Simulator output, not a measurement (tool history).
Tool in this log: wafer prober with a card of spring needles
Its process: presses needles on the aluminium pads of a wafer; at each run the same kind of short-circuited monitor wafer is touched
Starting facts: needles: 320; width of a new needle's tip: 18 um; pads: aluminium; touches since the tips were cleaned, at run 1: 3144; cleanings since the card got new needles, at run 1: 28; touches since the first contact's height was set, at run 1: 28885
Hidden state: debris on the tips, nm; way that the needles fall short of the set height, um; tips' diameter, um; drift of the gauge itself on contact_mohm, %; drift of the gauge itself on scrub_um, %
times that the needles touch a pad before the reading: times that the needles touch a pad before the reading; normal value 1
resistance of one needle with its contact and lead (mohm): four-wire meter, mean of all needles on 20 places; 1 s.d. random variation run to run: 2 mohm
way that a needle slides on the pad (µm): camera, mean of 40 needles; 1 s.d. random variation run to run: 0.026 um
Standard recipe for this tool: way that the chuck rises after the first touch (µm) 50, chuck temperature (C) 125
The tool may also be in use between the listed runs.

run	hour	way that the chuck rises after the first touch (µm)	chuck temperature (C)	times that the needles touch a pad before the reading	touches since the tips were cleaned	cleanings since the card got new needles	touches since the first contact's height was set	resistance of one needle with its contact and lead (mohm)	way that a needle slides on the pad (µm)
1	0	50	125	1	3144	28	28885	217	11.2
# hour 1.8: tips cleaned on abrasive film
# hour 10.7: tips cleaned on abrasive film
# hour 17.7: tips cleaned on abrasive film
# hour 25.4: tips cleaned on abrasive film
2	25.4	44	125	1	0	32	41612	226	9.87
# hour 32.5: tips cleaned on abrasive film
# hour 41.3: tips cleaned on abrasive film
# hour 48.4: tips cleaned on abrasive film
# hour 57.2: tips cleaned on abrasive film
3	63.3	50	125	1	3122	36	60712	220	11.25
# hour 65.2: tips cleaned on abrasive film
# hour 74: tips cleaned on abrasive film
# hour 82.8: tips cleaned on abrasive film
# hour 91.6: tips cleaned on abrasive film
# hour 100.5: tips cleaned on abrasive film
# hour 107.5: tips cleaned on abrasive film
# hour 116.4: tips cleaned on abrasive film
# hour 118.4: height of the first contact set anew
4	120	42	125	1	1703	43	815	225	9.44
# hour 125.3: tips cleaned on abrasive film
# hour 134.2: tips cleaned on abrasive film
# hour 141.2: tips cleaned on abrasive film
# hour 150.1: tips cleaned on abrasive film
5	155.1	42	125	1	2579	47	18483	224	9.47
# hour 158.7: tips cleaned on abrasive film
# hour 167.5: tips cleaned on abrasive film
# hour 176.4: tips cleaned on abrasive film
# hour 183.4: tips cleaned on abrasive film
# hour 192.3: tips cleaned on abrasive film
# hour 199.3: tips cleaned on abrasive film
# hour 208.2: tips cleaned on abrasive film
6	209.4	42	125	1	630	54	45742	225	9.45
# hour 216.5: tips cleaned on abrasive film
# hour 225.3: tips cleaned on abrasive film
# hour 234.1: tips cleaned on abrasive film
# hour 242.9: tips cleaned on abrasive film
7	244.9	42	125	1	977	58	63584	221	9.45
# hour 250.2: tips cleaned on abrasive film
# hour 257.3: tips cleaned on abrasive film
# hour 264.3: tips cleaned on abrasive film
# hour 273.2: tips cleaned on abrasive film
# hour 282: tips cleaned on abrasive film
8	284.6	42	125	1	1307	63	83537	223	9.46
# hour 289.9: tips cleaned on abrasive film
# hour 295.4: height of the first contact set anew
# hour 299: tips cleaned on abrasive film
# hour 307.8: tips cleaned on abrasive film
# hour 314.9: tips cleaned on abrasive film
# hour 323.7: tips cleaned on abrasive film
# hour 330.8: tips cleaned on abrasive film
9	332.2	50	34	1	705	69	18458	199	11.25
# hour 339.3: tips cleaned on abrasive film
# hour 346.3: tips cleaned on abrasive film
# hour 355.2: tips cleaned on abrasive film
# hour 364: tips cleaned on abrasive film
# hour 372.8: tips cleaned on abrasive film
10	373.3	50	34	1	274	74	39149	196	11.24
# hour 380.4: tips cleaned on abrasive film
# hour 387.5: tips cleaned on abrasive film
# hour 394.6: tips cleaned on abrasive film
# hour 403.4: tips cleaned on abrasive film
# hour 412.2: tips cleaned on abrasive film
# hour 419.3: tips cleaned on abrasive film
11	424.2	50	125	1	2495	80	64724	218	11.2
# hour 427.8: tips cleaned on abrasive film
# hour 436.6: tips cleaned on abrasive film
# hour 445.4: tips cleaned on abrasive film
# hour 452.5: tips cleaned on abrasive film
# hour 461.3: tips cleaned on abrasive film
12	466.2	50	125	3	2487	85	85851	218	11.23
# hour 469.8: tips cleaned on abrasive film
# hour 471.8: height of the first contact set anew
# hour 478.9: tips cleaned on abrasive film
# hour 487.7: tips cleaned on abrasive film
# hour 496.6: tips cleaned on abrasive film
13	499.7	50	125	3	1618	89	14045	219	11.28
# hour 505.1: tips cleaned on abrasive film
# hour 512.2: tips cleaned on abrasive film
# hour 521: tips cleaned on abrasive film
# hour 529.8: tips cleaned on abrasive film
# hour 536.9: tips cleaned on abrasive film
14	541.8	38	32	1	2495	94	35181	203	8.59
# hour 545.4: tips cleaned on abrasive film
# hour 554.2: tips cleaned on abrasive film
# hour 563: tips cleaned on abrasive film
# hour 571.8: tips cleaned on abrasive film
15	573.6	38	32	1	897	98	51168	201	8.55
# hour 580.6: tips cleaned on abrasive film
# hour 587.7: tips cleaned on abrasive film
# hour 596.5: tips cleaned on abrasive film
# hour 603.6: tips cleaned on abrasive film
# hour 610.7: tips cleaned on abrasive film
# hour 619.5: tips cleaned on abrasive film
# hour 627.6: tips cleaned on abrasive film
16	627.6	32	42	2	0	105	78301	211	7.17
# hour 634.7: tips cleaned on abrasive film
# hour 643.5: tips cleaned on abrasive film
# hour 647.3: height of the first contact set anew
# hour 652.6: tips cleaned on abrasive film
# hour 659.7: tips cleaned on abrasive film
17	664.6	54	42	1	2496	109	8709	194	12.12
# hour 668.2: tips cleaned on abrasive film
# hour 675.3: tips cleaned on abrasive film
# hour 684.1: tips cleaned on abrasive film
# hour 691.2: tips cleaned on abrasive film
# hour 698.2: tips cleaned on abrasive film
# hour 707.1: tips cleaned on abrasive film
18	708	50	75	3	450	115	30463	212	11.28
# hour 715: tips cleaned on abrasive film
# hour 722.1: tips cleaned on abrasive film
# hour 730.9: tips cleaned on abrasive film
19	733.8	50	119	1	1454	118	43457	216	11.26
# hour 739.1: tips cleaned on abrasive film
# hour 746.2: tips cleaned on abrasive film
# hour 753.3: tips cleaned on abrasive film
# hour 762.1: tips cleaned on abrasive film
20	766.9	56	109	2	2438	122	60096	212	12.57
# hour 770.5: tips cleaned on abrasive film
# hour 777.5: tips cleaned on abrasive film
# hour 784.6: tips cleaned on abrasive film
# hour 793.4: tips cleaned on abrasive film
21	799.9	66	31	2	3287	126	76698	192	14.85
# hour 801.7: tips cleaned on abrasive film
# hour 810.6: tips cleaned on abrasive film
# hour 819.4: tips cleaned on abrasive film
# hour 823.2: height of the first contact set anew
# hour 826.8: tips cleaned on abrasive film
# hour 833.8: tips cleaned on abrasive film
# hour 842.7: tips cleaned on abrasive film
22	847.2	66	31	2	2307	132	12071	193	14.82
# hour 850.8: tips cleaned on abrasive film
# hour 859.6: tips cleaned on abrasive film
# hour 868.4: tips cleaned on abrasive film
# hour 877.2: tips cleaned on abrasive film
# hour 884.3: tips cleaned on abrasive film
# hour 893.1: tips cleaned on abrasive film
23	895.4	61	125	1	1139	138	36288	218	13.62
# hour 900.7: tips cleaned on abrasive film
# hour 907.8: tips cleaned on abrasive film
# hour 916.6: tips cleaned on abrasive film
# hour 925.4: tips cleaned on abrasive film
# hour 934.3: tips cleaned on abrasive film
# hour 943.1: tips cleaned on abrasive film
24	948.3	50	125	2	2677	144	62933	218	11.28
# hour 951.9: tips cleaned on abrasive film
# hour 960.7: tips cleaned on abrasive film
# hour 967.8: tips cleaned on abrasive film
# hour 974.8: tips cleaned on abrasive film
# hour 983.7: tips cleaned on abrasive film
# hour 992.5: tips cleaned on abrasive film
25	994.4	62	37	2	957	150	86046	195	13.97

Below are 3 alternative next runs, each starting from the tool's condition after run 25. Predict each:
# hour 999.7: tips cleaned on abrasive film
# hour 1000: height of the first contact set anew
# hour 1007.1: tips cleaned on abrasive film
# hour 1015.9: tips cleaned on abrasive film
# hour 1024.7: tips cleaned on abrasive film
# hour 1033.5: tips cleaned on abrasive film
A	1037.6	37	37	2	2071	155	18937	?	?
# hour 999.7: tips cleaned on abrasive film
# hour 1000: height of the first contact set anew
# hour 1007.1: tips cleaned on abrasive film
# hour 1015.9: tips cleaned on abrasive film
# hour 1024.7: tips cleaned on abrasive film
# hour 1033.5: tips cleaned on abrasive film
B	1037.6	50	125	2	2071	155	18937	?	?
# hour 999.7: tips cleaned on abrasive film
# hour 1000: height of the first contact set anew
# hour 1007.1: tips cleaned on abrasive film
# hour 1015.9: tips cleaned on abrasive film
# hour 1024.7: tips cleaned on abrasive film
# hour 1033.5: tips cleaned on abrasive film
C	1037.6	62	51	2	2071	155	18937	?	?

run	resistance of one needle with its contact and lead (mohm)	way that a needle slides on the pad (µm)
A	207	8.32
B	221	11.27
C	200	13.95
Stripped of hidden state, with their random variation kept, the same runs would have yielded:
run	resistance of one needle with its contact and lead (mohm)	way that a needle slides on the pad (µm)
A	206	8.32
B	221	11.27
C	200	13.95
